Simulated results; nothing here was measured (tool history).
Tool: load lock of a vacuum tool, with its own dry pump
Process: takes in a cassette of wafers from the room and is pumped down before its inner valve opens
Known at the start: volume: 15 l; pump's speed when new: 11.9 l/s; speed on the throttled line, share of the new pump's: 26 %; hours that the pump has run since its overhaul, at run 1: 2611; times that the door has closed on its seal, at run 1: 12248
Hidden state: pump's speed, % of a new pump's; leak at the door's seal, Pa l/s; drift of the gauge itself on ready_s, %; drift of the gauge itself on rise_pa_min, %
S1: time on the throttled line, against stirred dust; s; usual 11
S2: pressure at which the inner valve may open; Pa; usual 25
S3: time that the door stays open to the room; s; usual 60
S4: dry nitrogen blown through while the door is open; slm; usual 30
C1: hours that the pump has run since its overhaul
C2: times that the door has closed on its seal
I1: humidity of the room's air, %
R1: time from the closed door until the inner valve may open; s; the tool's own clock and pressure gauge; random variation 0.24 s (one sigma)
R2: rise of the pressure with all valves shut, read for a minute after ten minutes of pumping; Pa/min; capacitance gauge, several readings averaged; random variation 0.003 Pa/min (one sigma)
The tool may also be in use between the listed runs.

{"run": 1, "hour": 0.0, "S1": 11, "S2": 25, "S3": 60, "S4": 30, "C1": 2611, "C2": 12248, "I1": 45.9, "R1": 18.6, "R2": 0.221}
{"run": 2, "hour": 249.1, "S1": 11, "S2": 25, "S3": 60, "S4": 30, "C1": 2860, "C2": 13212, "I1": 42.1, "R1": 18.9, "R2": 0.246}
{"run": 3, "hour": 435.8, "S1": 11, "S2": 25, "S3": 60, "S4": 30, "C1": 3047, "C2": 13934, "I1": 40.4, "R1": 18.7, "R2": 0.265}
{"run": 4, "hour": 846.1, "S1": 8, "S2": 25, "S3": 60, "S4": 30, "C1": 3457, "C2": 15520, "I1": 44.4, "R1": 16.7, "R2": 0.301}
{"run": 5, "hour": 1028.4, "S1": 11, "S2": 25, "S3": 60, "S4": 14, "C1": 3640, "C2": 16226, "I1": 47.8, "R1": 19.0, "R2": 0.331}
{"run": 6, "hour": 1443.3, "S1": 11, "S2": 21, "S3": 60, "S4": 30, "C1": 4055, "C2": 17830, "I1": 42.5, "R1": 19.7, "R2": 0.349}
{"run": 7, "hour": 1713.7, "S1": 11, "S2": 25, "S3": 64, "S4": 30, "C1": 4325, "C2": 18876, "I1": 43.9, "R1": 19.0, "R2": 0.378}
{"run": 8, "hour": 2140.9, "S1": 11, "S2": 25, "S3": 64, "S4": 30, "C1": 4752, "C2": 20528, "I1": 48.0, "R1": 18.9, "R2": 0.429}
{"run": 9, "hour": 2447.5, "S1": 11, "S2": 25, "S3": 64, "S4": 30, "C1": 5059, "C2": 21714, "I1": 47.5, "R1": 19.1, "R2": 0.464}
{"run": 10, "hour": 2675.2, "S1": 11, "S2": 25, "S3": 64, "S4": 30, "C1": 5287, "C2": 22594, "I1": 42.9, "R1": 18.9, "R2": 0.487}
{"run": 11, "hour": 3020.9, "S1": 11, "S2": 26, "S3": 60, "S4": 30, "C1": 5632, "C2": 23931, "I1": 45.3, "R1": 19.2, "R2": 0.535}
{"run": 12, "hour": 3440.7, "S1": 11, "S2": 26, "S3": 60, "S4": 30, "C1": 6052, "C2": 25555, "I1": 47.0, "R1": 19.2, "R2": 0.566}
{"hour": 3577.7, "done": "door's seal changed, seat wiped"}
{"run": 13, "hour": 3784.7, "S1": 11, "S2": 26, "S3": 60, "S4": 30, "C1": 6395, "C2": 801, "I1": 46.0, "R1": 19.1, "R2": 0.045}
{"run": 14, "hour": 3976.6, "S1": 11, "S2": 26, "S3": 60, "S4": 30, "C1": 6586, "C2": 1543, "I1": 48.0, "R1": 19.3, "R2": 0.051}
{"run": 15, "hour": 4338.2, "S1": 11, "S2": 25, "S3": 60, "S4": 30, "C1": 6948, "C2": 2941, "I1": 42.5, "R1": 19.4, "R2": 0.065}
{"run": 16, "hour": 4567.6, "S1": 11, "S2": 25, "S3": 60, "S4": 30, "C1": 7177, "C2": 3828, "I1": 44.3, "R1": 19.4, "R2": 0.065}
{"run": 17, "hour": 4926.3, "S1": 11, "S2": 25, "S3": 60, "S4": 30, "C1": 7536, "C2": 5216, "I1": 44.8, "R1": 18.9, "R2": 0.088}
{"run": 18, "hour": 5236.2, "S1": 11, "S2": 25, "S3": 60, "S4": 30, "C1": 7846, "C2": 6414, "I1": 46.0, "R1": 19.1, "R2": 0.103}
{"run": 19, "hour": 5677.7, "S1": 7, "S2": 36, "S3": 74, "S4": 37, "C1": 8288, "C2": 8122, "I1": 45.4, "R1": 15.7, "R2": 0.12}
{"run": 20, "hour": 6037.8, "S1": 12, "S2": 19, "S3": 60, "S4": 30, "C1": 8648, "C2": 9514, "I1": 43.9, "R1": 20.2, "R2": 0.144}
{"run": 21, "hour": 6311.3, "S1": 11, "S2": 25, "S3": 167, "S4": 30, "C1": 8921, "C2": 10572, "I1": 39.8, "R1": 19.6, "R2": 0.19}
{"run": 22, "hour": 6589.2, "S1": 11, "S2": 25, "S3": 167, "S4": 30, "C1": 9199, "C2": 11647, "I1": 45.5, "R1": 19.5, "R2": 0.211}
{"run": 23, "hour": 6958.2, "S1": 11, "S2": 25, "S3": 167, "S4": 30, "C1": 9568, "C2": 13074, "I1": 48.2, "R1": 19.7, "R2": 0.237}
{"run": 24, "hour": 7144.6, "S1": 11, "S2": 25, "S3": 65, "S4": 30, "C1": 9754, "C2": 13795, "I1": 45.7, "R1": 19.6, "R2": 0.225}
{"run": 25, "hour": 7518.7, "S1": 11, "S2": 29, "S3": 65, "S4": 7, "C1": 10129, "C2": 15242, "I1": 43.5, "R1": 19.2, "R2": 0.284}
{"run": 26, "hour": 7717.2, "S1": 11, "S2": 29, "S3": 65, "S4": 7, "C1": 10327, "C2": 16009, "I1": 41.4, "R1": 19.5, "R2": 0.295}
{"run": 27, "hour": 8031.7, "S1": 6, "S2": 20, "S3": 26, "S4": 11, "C1": 10642, "C2": 17226, "I1": 41.8, "R1": 16.4, "R2": 0.286}
{"run": 28, "hour": 8291.1, "S1": 6, "S2": 20, "S3": 26, "S4": 11, "C1": 10901, "C2": 18229, "I1": 45.7, "R1": 16.7, "R2": 0.313}
{"run": 29, "hour": 8604.2, "S1": 18, "S2": 25, "S3": 73, "S4": 30, "C1": 11214, "C2": 19440, "I1": 44.6, "R1": 24.6, "R2": 0.347}
{"run": 30, "hour": 8994.3, "S1": 11, "S2": 25, "S3": 81, "S4": 4, "C1": 11604, "C2": 20948, "I1": 46.4, "R1": 19.5, "R2": 0.45}
{"run": 31, "hour": 9296.4, "S1": 11, "S2": 30, "S3": 150, "S4": 30, "C1": 11906, "C2": 22117, "I1": 42.9, "R1": 19.2, "R2": 0.444}
{"run": 32, "hour": 9551.0, "S1": 11, "S2": 30, "S3": 150, "S4": 30, "C1": 12161, "C2": 23101, "I1": 46.6, "R1": 19.4, "R2": 0.48}
{"run": 33, "hour": 9759.1, "S1": 7, "S2": 30, "S3": 150, "S4": 13, "C1": 12369, "C2": 23906, "I1": 44.5, "R1": 16.9, "R2": 0.542}
{"run": 34, "hour": 10189.2, "S1": 11, "S2": 23, "S3": 53, "S4": 30, "C1": 12799, "C2": 25570, "I1": 46.8, "R1": 20.4, "R2": 0.524}
{"hour": 10313.1, "done": "door's seal changed, seat wiped"}
{"run": 35, "hour": 10604.4, "S1": 11, "S2": 23, "S3": 53, "S4": 30, "C1": 13213, "C2": 1127, "I1": 44.0, "R1": 20.0, "R2": 0.047}
{"run": 36, "hour": 10969.7, "S1": 11, "S2": 23, "S3": 203, "S4": 7, "C1": 13578, "C2": 2539, "I1": 49.2, "R1": 20.4, "R2": 0.204}

Forecast each of these 4 alternatives for the next run:
{"run": "A", "hour": 11243.9, "S1": 20, "S2": 23, "S3": 30, "S4": 7, "C1": 13852, "C2": 3600, "I1": 41.3, "R1": "?", "R2": "?"}
{"run": "B", "hour": 11243.9, "S1": 8, "S2": 41, "S3": 203, "S4": 7, "C1": 13852, "C2": 3600, "I1": 44.9, "R1": "?", "R2": "?"}
{"run": "C", "hour": 11243.9, "S1": 6, "S2": 25, "S3": 60, "S4": 30, "C1": 13852, "C2": 3600, "I1": 47.4, "R1": "?", "R2": "?"}
{"run": "D", "hour": 11243.9, "S1": 11, "S2": 19, "S3": 48, "S4": 25, "C1": 13852, "C2": 3600, "I1": 44.0, "R1": "?", "R2": "?"}

run=A R1=26.2 R2=0.075
run=B R1=17.0 R2=0.198
run=C R1=16.1 R2=0.076
run=D R1=20.3 R2=0.062
Without the tool's hidden state the same runs would have given:
run=A R1=25.2 R2=0.041
run=B R1=15.7 R2=0.164
run=C R1=14.6 R2=0.042
run=D R1=18.9 R2=0.029
